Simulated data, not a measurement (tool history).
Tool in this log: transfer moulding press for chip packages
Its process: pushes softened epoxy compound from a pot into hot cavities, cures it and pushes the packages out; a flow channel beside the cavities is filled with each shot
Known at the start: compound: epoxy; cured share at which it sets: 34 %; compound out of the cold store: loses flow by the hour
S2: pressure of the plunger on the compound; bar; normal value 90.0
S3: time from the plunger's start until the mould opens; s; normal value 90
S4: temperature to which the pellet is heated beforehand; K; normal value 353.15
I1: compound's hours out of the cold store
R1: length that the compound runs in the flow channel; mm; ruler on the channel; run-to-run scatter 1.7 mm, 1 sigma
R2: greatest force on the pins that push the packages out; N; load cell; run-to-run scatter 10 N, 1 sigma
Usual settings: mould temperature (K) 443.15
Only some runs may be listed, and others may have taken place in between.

Run 1, hour 0.0: usual settings; I1 10.1. Result: R1 987 mm, R2 440 N.
Run 2, hour 44.3: usual settings; I1 31.8. Result: R1 883 mm, R2 418 N.
Run 3, hour 88.8: usual settings; I1 11.6. Result: R1 981 mm, R2 453 N.
Run 4, hour 129.2: usual settings; I1 8.8. Result: R1 995 mm, R2 473 N.
Run 5, hour 177.3: usual settings but S2 94.0 bar; I1 23.4. Result: R1 943 mm, R2 438 N.
Run 6, hour 236.6: usual settings but S2 94.0 bar; I1 44.4. Result: R1 850 mm, R2 409 N.
Run 7, hour 280.6: usual settings but S2 94.0 bar; I1 44.2. Result: R1 852 mm, R2 405 N.
Run 8, hour 305.4: usual settings but S2 94.0 bar; I1 29.5. Result: R1 918 mm, R2 420 N.
Run 9, hour 350.9: usual settings; I1 17.5. Result: R1 946 mm, R2 428 N.
Run 10, hour 392.5: usual settings but S4 362.15 K; I1 23.0. Result: R1 924 mm, R2 420 N.
Run 11, hour 426.7: usual settings but S4 362.15 K; I1 31.6. Result: R1 884 mm, R2 423 N.
Run 12, hour 470.7: usual settings but S4 362.15 K; I1 12.8. Result: R1 969 mm, R2 444 N.
Run 13, hour 509.3: usual settings but S4 362.15 K; I1 23.9. Result: R1 917 mm, R2 424 N.
Run 14, hour 550.4: usual settings but S4 362.15 K; I1 30.5. Result: R1 886 mm, R2 437 N.
Run 15, hour 604.8: usual settings but mould temperature (K) 445.15, S2 76.6 bar, S3 102 s, S4 362.15 K; I1 21.8. Result: R1 847 mm, R2 357 N.
Run 16, hour 637.8: usual settings but mould temperature (K) 445.15, S2 76.6 bar, S3 102 s, S4 362.15 K; I1 47.6. Result: R1 742 mm, R2 373 N.
Run 17, hour 673.6: usual settings but mould temperature (K) 445.15, S2 76.6 bar, S3 99 s; I1 21.7. Result: R1 849 mm, R2 378 N.
Run 18, hour 709.3: usual settings but mould temperature (K) 445.15, S2 68.6 bar, S3 99 s, S4 356.15 K; I1 46.5. Result: R1 710 mm, R2 374 N.
Run 19, hour 736.8: usual settings but S2 74.1 bar; I1 25.6. Result: R1 827 mm, R2 450 N.
Run 20, hour 792.2: usual settings but mould temperature (K) 439.15, S2 101.1 bar, S3 113 s; I1 41.4. Result: R1 914 mm, R2 387 N.
Run 21, hour 832.9: usual settings but S2 79.2 bar, S3 117 s; I1 42.7. Result: R1 788 mm, R2 366 N.
Run 22, hour 883.2: usual settings but S2 79.2 bar, S3 117 s; I1 22.7. Result: R1 871 mm, R2 361 N.
Run 23, hour 932.8: usual settings but mould temperature (K) 436.15, S2 79.2 bar, S3 87 s; I1 38.9. Result: R1 832 mm, R2 759 N.
Run 24, hour 978.0: usual settings but mould temperature (K) 436.15, S2 79.2 bar, S3 87 s; I1 15.8. Result: R1 940 mm, R2 820 N.
Run 25, hour 1031.8: usual settings but S2 86.0 bar, S3 106 s, S4 356.15 K; I1 34.3. Result: R1 853 mm, R2 363 N.
Run 26, hour 1079.9: usual settings but S4 352.15 K; I1 17.2. Result: R1 951 mm, R2 459 N.

The log once held 24 entries between its listed runs, left out of this copy. Where does each go, and what is different about the tool's unlogged condition between the listed run before it and the listed run after it?
After run 1, before run 2: cavities cleaned with cleaning compound and waxed (hour 31.5)
  pressure that reaches the compound, % of what is set: 99.97 -> 99.96; grip of the stained cavities, % over clean ones': 0.3 -> 0.2
After run 2, before run 3: mould's thermocouples calibrated (hour 73.3); cavities cleaned with cleaning compound and waxed (hour 83.8)
  true mould temperature over the reading, C: -0.01 -> 0; grip of the stained cavities, % over clean ones': 0.2 -> 0.1
After run 4, before run 5: cavities cleaned with cleaning compound and waxed (hour 135.0)
  pressure that reaches the compound, % of what is set: 99.95 -> 99.94
After run 5, before run 6: cavities cleaned with cleaning compound and waxed (hour 183.7); cavities cleaned with cleaning compound and waxed (hour 235.0)
  grip of the stained cavities, % over clean ones': 0.5 -> 0
After run 6, before run 7: plunger's sealing rings changed (hour 254.8)
  pressure that reaches the compound, % of what is set: 99.94 -> 99.99; grip of the stained cavities, % over clean ones': 0 -> 0.5
After run 7, before run 8: cavities cleaned with cleaning compound and waxed (hour 288.2)
  grip of the stained cavities, % over clean ones': 0.5 -> 0.2
After run 8, before run 9: cavities cleaned with cleaning compound and waxed (hour 339.2)
  pressure that reaches the compound, % of what is set: 99.99 -> 99.98
After run 9, before run 10: cavities cleaned with cleaning compound and waxed (hour 389.6)
  grip of the stained cavities, % over clean ones': 0.2 -> 0.1
After run 11, before run 12: cavities cleaned with cleaning compound and waxed (hour 440.6)
  grip of the stained cavities, % over clean ones': 0.5 -> 0.4
After run 12, before run 13: cavities cleaned with cleaning compound and waxed (hour 493.2)
  pressure that reaches the compound, % of what is set: 99.97 -> 99.96; grip of the stained cavities, % over clean ones': 0.4 -> 0.2
After run 13, before run 14: cavities cleaned with cleaning compound and waxed (hour 546.3)
  grip of the stained cavities, % over clean ones': 0.2 -> 0.1
After run 14, before run 15: cavities cleaned with cleaning compound and waxed (hour 597.5)
  pressure that reaches the compound, % of what is set: 99.96 -> 99.95
After run 16, before run 17: cavities cleaned with cleaning compound and waxed (hour 649.6)
  pressure that reaches the compound, % of what is set: 99.95 -> 99.94; grip of the stained cavities, % over clean ones': 0.5 -> 0.3
After run 17, before run 18: cavities cleaned with cleaning compound and waxed (hour 701.0); plunger's sealing rings changed (hour 709.3)
  pressure that reaches the compound, % of what is set: 99.94 -> 100; grip of the stained cavities, % over clean ones': 0.3 -> 0.1
After run 19, before run 20: cavities cleaned with cleaning compound and waxed (hour 755.2)
  grip of the stained cavities, % over clean ones': 0.4 -> 0.5
After run 20, before run 21: cavities cleaned with cleaning compound and waxed (hour 807.4)
  pressure that reaches the compound, % of what is set: 99.99 -> 99.98; grip of the stained cavities, % over clean ones': 0.5 -> 0.3
After run 21, before run 22: cavities cleaned with cleaning compound and waxed (hour 860.5)
  pressure that reaches the compound, % of what is set: 99.98 -> 99.97
After run 22, before run 23: cavities cleaned with cleaning compound and waxed (hour 909.9)
  the hidden state is the same at both runs
After run 23, before run 24: cavities cleaned with cleaning compound and waxed (hour 961.6)
  pressure that reaches the compound, % of what is set: 99.97 -> 99.96; grip of the stained cavities, % over clean ones': 0.3 -> 0.2
After run 24, before run 25: cavities cleaned with cleaning compound and waxed (hour 1014.2)
  pressure that reaches the compound, % of what is set: 99.96 -> 99.95; grip of the stained cavities, % over clean ones': 0.2 -> 0.3
After run 25, before run 26: cavities cleaned with cleaning compound and waxed (hour 1066.4)
  grip of the stained cavities, % over clean ones': 0.3 -> 0.2
